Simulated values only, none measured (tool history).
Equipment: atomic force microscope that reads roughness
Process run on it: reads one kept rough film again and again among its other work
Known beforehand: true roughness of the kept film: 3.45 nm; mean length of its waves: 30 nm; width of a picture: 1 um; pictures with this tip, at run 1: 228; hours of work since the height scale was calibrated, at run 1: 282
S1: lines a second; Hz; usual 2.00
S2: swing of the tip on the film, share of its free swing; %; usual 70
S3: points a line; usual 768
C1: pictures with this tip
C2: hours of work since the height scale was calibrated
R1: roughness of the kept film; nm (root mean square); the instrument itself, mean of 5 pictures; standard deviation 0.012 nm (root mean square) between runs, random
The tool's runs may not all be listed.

run	hour	S1	S2	S3	C1	C2	R1
1	0.0	2.00	70	768	228	282	2.304
2	10.4	2.00	70	768	248	288	2.274
3	21.1	2.00	87	768	268	295	2.106
4	31.4	2.00	87	768	287	302	2.077
5	38.2	2.00	87	768	299	306	2.059
6	47.8	2.00	70	724	317	312	2.165
7	54.1	2.00	70	724	329	316	2.138
8	60.5	2.00	70	768	341	320	2.134
# hour 65.9: new tip fitted
9	67.1	2.00	55	768	2	324	2.906
10	77.1	2.00	58	768	21	330	2.866
11	88.1	2.00	58	768	41	337	2.827
12	96.1	2.00	58	768	56	342	2.748
13	103.8	2.00	58	768	70	347	2.711
14	110.4	2.00	58	768	83	352	2.698
15	119.0	2.00	70	768	98	357	2.606
16	125.7	1.92	58	612	111	361	2.643
17	134.3	3.28	85	504	127	367	2.250
18	145.6	1.07	57	633	148	374	2.578
19	152.8	2.00	70	838	161	379	2.474
20	159.2	2.00	70	838	173	383	2.439
21	170.4	2.00	70	838	194	390	2.402
22	177.7	1.81	70	397	208	394	2.381
23	183.5	1.56	77	397	219	398	2.334
24	194.2	0.81	67	984	238	405	2.396
25	200.5	2.87	64	354	250	409	2.280
26	205.7	2.27	70	768	260	412	2.278
27	211.7	0.62	70	359	271	416	2.322
28	216.5	0.62	67	359	280	419	2.308
29	227.6	1.72	86	742	300	426	2.118
30	232.5	1.06	59	742	309	429	2.292

How the hidden state differs across the entries between the runs, from the last listed run before each to the first after it:
Run 8 -> run 9: new tip fitted (hour 65.9)
  radius of the tip, nm: 36 -> 10.3; height scale over the true one, %: -0.27 -> -0.28
  difference, measured minus the result without the unlogged condition, R1: -0.734 -> -0.022 nm (root mean square)

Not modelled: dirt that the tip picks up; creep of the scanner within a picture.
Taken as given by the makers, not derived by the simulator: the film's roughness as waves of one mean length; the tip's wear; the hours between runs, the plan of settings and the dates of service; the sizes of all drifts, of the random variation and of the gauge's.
